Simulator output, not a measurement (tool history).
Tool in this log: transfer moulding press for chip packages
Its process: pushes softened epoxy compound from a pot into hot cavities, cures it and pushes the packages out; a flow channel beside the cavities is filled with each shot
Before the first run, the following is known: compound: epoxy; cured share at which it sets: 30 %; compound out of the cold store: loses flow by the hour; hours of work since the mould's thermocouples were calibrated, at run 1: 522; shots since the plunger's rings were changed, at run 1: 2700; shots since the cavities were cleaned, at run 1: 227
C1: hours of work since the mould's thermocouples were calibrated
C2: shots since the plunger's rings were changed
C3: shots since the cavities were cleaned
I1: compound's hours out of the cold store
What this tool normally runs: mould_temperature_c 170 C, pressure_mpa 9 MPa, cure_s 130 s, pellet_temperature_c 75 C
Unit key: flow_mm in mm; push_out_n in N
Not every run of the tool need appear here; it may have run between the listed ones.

{"run": 1, "day": 0.0, "mould_temperature_c": 170, "pressure_mpa": 9, "cure_s": 130, "pellet_temperature_c": 75, "C1": 522, "C2": 2700, "C3": 227, "I1": 22.1, "flow_mm": 817, "push_out_n": 485}
{"day": 1.329, "done": "cavities cleaned with cleaning compound and waxed"}
{"run": 2, "day": 1.562, "mould_temperature_c": 170, "pressure_mpa": 9, "cure_s": 120, "pellet_temperature_c": 75, "C1": 542, "C2": 3023, "C3": 51, "I1": 10.5, "flow_mm": 858, "push_out_n": 486}
{"day": 2.188, "done": "plunger's sealing rings changed"}
{"run": 3, "day": 2.808, "mould_temperature_c": 170, "pressure_mpa": 9, "cure_s": 120, "pellet_temperature_c": 75, "C1": 558, "C2": 133, "C3": 296, "I1": 9.5, "flow_mm": 896, "push_out_n": 593}
{"day": 3.854, "done": "cavities cleaned with cleaning compound and waxed"}
{"run": 4, "day": 4.021, "mould_temperature_c": 170, "pressure_mpa": 9, "cure_s": 120, "pellet_temperature_c": 75, "C1": 574, "C2": 380, "C3": 36, "I1": 44.5, "flow_mm": 790, "push_out_n": 434}
{"run": 5, "day": 5.238, "mould_temperature_c": 170, "pressure_mpa": 9, "cure_s": 130, "pellet_temperature_c": 75, "C1": 591, "C2": 642, "C3": 298, "I1": 42.2, "flow_mm": 784, "push_out_n": 516}
{"day": 6.367, "done": "cavities cleaned with cleaning compound and waxed"}
{"run": 6, "day": 6.704, "mould_temperature_c": 170, "pressure_mpa": 9, "cure_s": 130, "pellet_temperature_c": 75, "C1": 610, "C2": 945, "C3": 73, "I1": 38.5, "flow_mm": 800, "push_out_n": 385}
{"run": 7, "day": 8.233, "mould_temperature_c": 170, "pressure_mpa": 7.22, "cure_s": 130, "pellet_temperature_c": 75, "C1": 631, "C2": 1273, "C3": 401, "I1": 13.8, "flow_mm": 769, "push_out_n": 536}
{"day": 8.892, "done": "cavities cleaned with cleaning compound and waxed"}
{"run": 8, "day": 9.458, "mould_temperature_c": 170, "pressure_mpa": 7.22, "cure_s": 130, "pellet_temperature_c": 73, "C1": 647, "C2": 1523, "C3": 122, "I1": 41.8, "flow_mm": 697, "push_out_n": 427}
{"run": 9, "day": 10.729, "mould_temperature_c": 170, "pressure_mpa": 7.22, "cure_s": 130, "pellet_temperature_c": 73, "C1": 665, "C2": 1797, "C3": 396, "I1": 39.1, "flow_mm": 702, "push_out_n": 535}
{"day": 11.392, "done": "cavities cleaned with cleaning compound and waxed"}
{"run": 10, "day": 12.933, "mould_temperature_c": 170, "pressure_mpa": 7.22, "cure_s": 130, "pellet_temperature_c": 73, "C1": 694, "C2": 2258, "C3": 332, "I1": 22.9, "flow_mm": 728, "push_out_n": 526}
{"day": 13.842, "done": "cavities cleaned with cleaning compound and waxed"}
{"run": 11, "day": 13.988, "mould_temperature_c": 170, "pressure_mpa": 7.22, "cure_s": 130, "pellet_temperature_c": 73, "C1": 708, "C2": 2471, "C3": 31, "I1": 10.8, "flow_mm": 767, "push_out_n": 400}
{"run": 12, "day": 15.608, "mould_temperature_c": 170, "pressure_mpa": 7.22, "cure_s": 130, "pellet_temperature_c": 73, "C1": 730, "C2": 2819, "C3": 379, "I1": 26.9, "flow_mm": 712, "push_out_n": 526}
{"day": 16.296, "done": "cavities cleaned with cleaning compound and waxed"}
{"day": 17.15, "done": "plunger's sealing rings changed"}
{"run": 13, "day": 17.829, "mould_temperature_c": 170, "pressure_mpa": 7.22, "cure_s": 130, "pellet_temperature_c": 73, "C1": 758, "C2": 147, "C3": 308, "I1": 46.3, "flow_mm": 703, "push_out_n": 503}
{"day": 18.896, "done": "cavities cleaned with cleaning compound and waxed"}
{"run": 14, "day": 19.942, "mould_temperature_c": 170, "pressure_mpa": 7.22, "cure_s": 130, "pellet_temperature_c": 73, "C1": 787, "C2": 587, "C3": 224, "I1": 43.5, "flow_mm": 704, "push_out_n": 466}
{"day": 21.271, "done": "cavities cleaned with cleaning compound and waxed"}
{"run": 15, "day": 21.792, "mould_temperature_c": 170, "pressure_mpa": 8.01, "cure_s": 151, "pellet_temperature_c": 65, "C1": 811, "C2": 972, "C3": 113, "I1": 47, "flow_mm": 723, "push_out_n": 380}
{"day": 23.8, "done": "cavities cleaned with cleaning compound and waxed"}
{"run": 16, "day": 23.817, "mould_temperature_c": 170, "pressure_mpa": 9.62, "cure_s": 146, "pellet_temperature_c": 75, "C1": 838, "C2": 1394, "C3": 3, "I1": 15.7, "flow_mm": 898, "push_out_n": 342}
{"day": 24.012, "done": "mould's thermocouples calibrated"}
{"run": 17, "day": 25.221, "mould_temperature_c": 165, "pressure_mpa": 9.62, "cure_s": 127, "pellet_temperature_c": 67, "C1": 17, "C2": 1678, "C3": 287, "I1": 34.2, "flow_mm": 837, "push_out_n": 614}
{"day": 26.262, "done": "cavities cleaned with cleaning compound and waxed"}
{"run": 18, "day": 27.35, "mould_temperature_c": 170, "pressure_mpa": 7.95, "cure_s": 157, "pellet_temperature_c": 75, "C1": 45, "C2": 2123, "C3": 234, "I1": 42.5, "flow_mm": 715, "push_out_n": 414}
{"day": 28.704, "done": "cavities cleaned with cleaning compound and waxed"}
{"run": 19, "day": 28.704, "mould_temperature_c": 174, "pressure_mpa": 7.95, "cure_s": 157, "pellet_temperature_c": 75, "C1": 63, "C2": 2400, "C3": 0, "I1": 35.6, "flow_mm": 734, "push_out_n": 314}
{"day": 30.65, "done": "mould's thermocouples calibrated, once more"}
{"run": 20, "day": 30.888, "mould_temperature_c": 163, "pressure_mpa": 9, "cure_s": 130, "pellet_temperature_c": 75, "C1": 3, "C2": 2852, "C3": 452, "I1": 24.7, "flow_mm": 818, "push_out_n": 927}
{"day": 31.167, "done": "cavities cleaned with cleaning compound and waxed"}
{"day": 32.346, "done": "plunger's sealing rings changed"}
{"run": 21, "day": 32.775, "mould_temperature_c": 163, "pressure_mpa": 9, "cure_s": 130, "pellet_temperature_c": 75, "C1": 27, "C2": 91, "C3": 323, "I1": 11.4, "flow_mm": 896, "push_out_n": 888}
{"day": 33.725, "done": "cavities cleaned with cleaning compound and waxed"}
{"run": 22, "day": 34.392, "mould_temperature_c": 171, "pressure_mpa": 9, "cure_s": 130, "pellet_temperature_c": 71, "C1": 48, "C2": 426, "C3": 143, "I1": 44.1, "flow_mm": 787, "push_out_n": 445}
{"run": 23, "day": 35.983, "mould_temperature_c": 170, "pressure_mpa": 9, "cure_s": 130, "pellet_temperature_c": 75, "C1": 70, "C2": 768, "C3": 485, "I1": 46.5, "flow_mm": 779, "push_out_n": 595}
{"day": 36.146, "done": "cavities cleaned with cleaning compound and waxed"}
{"run": 24, "day": 37.892, "mould_temperature_c": 170, "pressure_mpa": 9, "cure_s": 130, "pellet_temperature_c": 75, "C1": 96, "C2": 1166, "C3": 376, "I1": 14.4, "flow_mm": 858, "push_out_n": 593}
{"day": 38.567, "done": "cavities cleaned with cleaning compound and waxed"}
{"run": 25, "day": 39.8, "mould_temperature_c": 170, "pressure_mpa": 9, "cure_s": 150, "pellet_temperature_c": 75, "C1": 121, "C2": 1562, "C3": 265, "I1": 42, "flow_mm": 777, "push_out_n": 434}
{"day": 41.108, "done": "cavities cleaned with cleaning compound and waxed"}
{"run": 26, "day": 41.867, "mould_temperature_c": 170, "pressure_mpa": 9, "cure_s": 151, "pellet_temperature_c": 75, "C1": 149, "C2": 1994, "C3": 163, "I1": 26, "flow_mm": 827, "push_out_n": 415}
{"run": 27, "day": 43.388, "mould_temperature_c": 170, "pressure_mpa": 9, "cure_s": 151, "pellet_temperature_c": 75, "C1": 170, "C2": 2321, "C3": 490, "I1": 45.1, "flow_mm": 758, "push_out_n": 517}

Forecast each of these 4 alternatives for the next run:
{"day": 43.625, "done": "cavities cleaned with cleaning compound and waxed"}
{"run": "A", "day": 44.529, "mould_temperature_c": 170, "pressure_mpa": 9, "cure_s": 130, "pellet_temperature_c": 75, "C1": 185, "C2": 2553, "C3": 195, "I1": 22.7, "flow_mm": "?", "push_out_n": "?"}
{"day": 43.625, "done": "cavities cleaned with cleaning compound and waxed"}
{"run": "B", "day": 44.529, "mould_temperature_c": 162, "pressure_mpa": 9, "cure_s": 130, "pellet_temperature_c": 77, "C1": 185, "C2": 2553, "C3": 195, "I1": 43.3, "flow_mm": "?", "push_out_n": "?"}
{"day": 43.625, "done": "cavities cleaned with cleaning compound and waxed"}
{"run": "C", "day": 44.529, "mould_temperature_c": 170, "pressure_mpa": 9, "cure_s": 125, "pellet_temperature_c": 75, "C1": 185, "C2": 2553, "C3": 195, "I1": 38.8, "flow_mm": "?", "push_out_n": "?"}
{"day": 43.625, "done": "cavities cleaned with cleaning compound and waxed"}
{"run": "D", "day": 44.529, "mould_temperature_c": 178, "pressure_mpa": 7.99, "cure_s": 134, "pellet_temperature_c": 75, "C1": 185, "C2": 2553, "C3": 195, "I1": 37, "flow_mm": "?", "push_out_n": "?"}

run=A flow_mm=818 push_out_n=508
run=B flow_mm=772 push_out_n=761
run=C flow_mm=781 push_out_n=502
run=D flow_mm=728 push_out_n=416
With no hidden state in the tool, these same runs would have given:
run=A flow_mm=852 push_out_n=405
run=B flow_mm=805 push_out_n=608
run=C flow_mm=814 push_out_n=399
run=D flow_mm=758 push_out_n=332
